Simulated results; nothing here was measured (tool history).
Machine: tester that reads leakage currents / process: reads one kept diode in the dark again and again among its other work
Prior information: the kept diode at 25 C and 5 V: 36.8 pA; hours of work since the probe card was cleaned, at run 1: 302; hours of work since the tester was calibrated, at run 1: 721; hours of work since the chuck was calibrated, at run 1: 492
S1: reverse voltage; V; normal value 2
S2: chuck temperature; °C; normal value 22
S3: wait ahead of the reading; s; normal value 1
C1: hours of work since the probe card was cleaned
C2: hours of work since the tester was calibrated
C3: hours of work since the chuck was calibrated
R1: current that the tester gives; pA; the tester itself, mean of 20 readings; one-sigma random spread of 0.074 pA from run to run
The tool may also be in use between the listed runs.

run   hour     S1  S2    S3   C1    C2   C3      R1
  1      0      2  22     1  302   721  492   18.07
  2     31  10.33  22     1  318   737  507   43.22
  3   71.6  10.33  22     1  338   757  528   43.31
  4  107.2  10.33  25     1  356   775  545   54.66
     116.9  -- chuck's temperature calibrated
  5  142.7  10.33  25     1  373   791   13   55.01
  6    177  10.33  25     1  390   808   30   54.74
  7  214.2  10.33  25     1  409   827   49   54.81
  8  251.9  10.33  25     1  427   846   67   54.69
  9  285.1  10.33  25     1  444   862   84   54.72
 10  323.6   1.38  22     1  463   882  103   14.84
 11  358.8   1.38  22     1  481   899  121   14.94
 12  379.9   1.38  22  0.59  491   910  131    14.9
 13  404.1      2  22     1  503   922  143   18.11
 14  427.7      2  22     1  515   934  155   18.12
 15  445.5      2  33     1  524   943  164   43.44
 16  482.1      2  33     1  542   961  182   43.78
 17  515.5   3.25  22     1  559   978  199   23.24
 18  541.1   3.25  22     1  572   990  212   23.32
 19  568.1      2  41  4.52  585  1004  225   79.78
 20  597.7   3.31  29  4.52  600  1019  240    41.4
 21  636.9   2.11  33  4.52  620  1038  260   44.73
 22    659   2.11  33  4.52  631  1049  271   44.81
 23  679.6   2.11  33  4.52  641  1060  281   44.69
 24  716.3   2.11  33  4.52  659  1078  299   44.58
 25  754.1    4.5  21  4.52  678  1097  318   25.27
 26  776.8    4.5  21  4.52  690  1108  330   25.02
 27  809.9   4.44  21  1.21  706  1125  346   25.32
 28  840.8   7.97  33  7.12  721  1140  362   89.25
 29  869.6  11.04  22     1  736  1154  376   44.58
 30  910.3  11.04  22  0.65  756  1175  396   45.02
 31  935.7  11.04  30  7.92  769  1187  409   83.54
 32  952.2  13.35  55  0.47  777  1196  417  577.83
 33  971.1   9.87  25  1.21  787  1205  427   53.05
 34  999.4   9.87  59  0.64  801  1219  441   640.8
 35   1016   9.87  59  1.68  809  1228  449  645.21

Below, some changes in R1 between adjacent runs. For each, the amount present without the hidden state too (settings, incoming material, random variation) and the amount remaining for the hidden state with gauge scatter not shared by both compared results:
Hidden state at play: stray current of the dirty probe card, pA a volt; current scale over the true one, %; true chuck temperature over the reading, C; drift of the gauge itself on leakage_pa, %.
Run 31 -> 32: S1 11.04 -> 13.35, S2 30 -> 55, S3 7.92 -> 0.47. R1 +494.29 pA: hidden state -0.09, all else +494.38.
Run 32 -> 33: S1 13.35 -> 9.87, S2 55 -> 25, S3 0.47 -> 1.21. R1 -524.78 pA: hidden state +0.09, all else -524.87.
Run 33 -> 34: S2 25 -> 59, S3 1.21 -> 0.64. R1 +587.75 pA: hidden state -0.12, all else +587.87.
